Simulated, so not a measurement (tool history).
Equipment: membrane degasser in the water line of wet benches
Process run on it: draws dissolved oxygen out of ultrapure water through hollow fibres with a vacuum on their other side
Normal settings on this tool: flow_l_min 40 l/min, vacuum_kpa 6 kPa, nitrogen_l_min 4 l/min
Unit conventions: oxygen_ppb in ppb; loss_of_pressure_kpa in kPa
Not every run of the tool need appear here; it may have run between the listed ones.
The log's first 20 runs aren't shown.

run	hour	flow_l_min	vacuum_kpa	nitrogen_l_min	hours since the membrane was changed	hours since the vacuum gauge was calibrated	hours since the vacuum lines were made tight	oxygen_ppb	loss_of_pressure_kpa
21	1074.5	26	4.54	2.38	2470	4138	7259	126.2	35.41
22	1132.9	63	12.83	2.44	2529	4196	7318	1170.4	85.89
23	1174.6	63	12.83	2.44	2570	4238	7360	1211.6	85.73
24	1253	40	11.66	9.37	2649	4316	7438	385.1	54.29
25	1294.7	40	11.66	9.37	2690	4358	7480	384.1	54.28
26	1372.5	43	7.16	4	2768	4436	7557	449.7	58.57
27	1440.6	45	6	6.5	2836	4504	7626	441	61.41
28	1477.2	45	6	6.5	2873	4540	7662	439.5	61.41
29	1537.4	45	6	9.04	2933	4600	7722	420.8	61.44

Estimate the outcome of run 30 from the log above:
30	1612.4	62	6	1.84	3008	4675	7797	?	?

Run 30 gave oxygen_ppb 913.6 ppb, loss_of_pressure_kpa 84.52 kPa.
Minus the tool's unlogged condition, the same run would have read oxygen_ppb 913 ppb, loss_of_pressure_kpa 84.5 kPa.
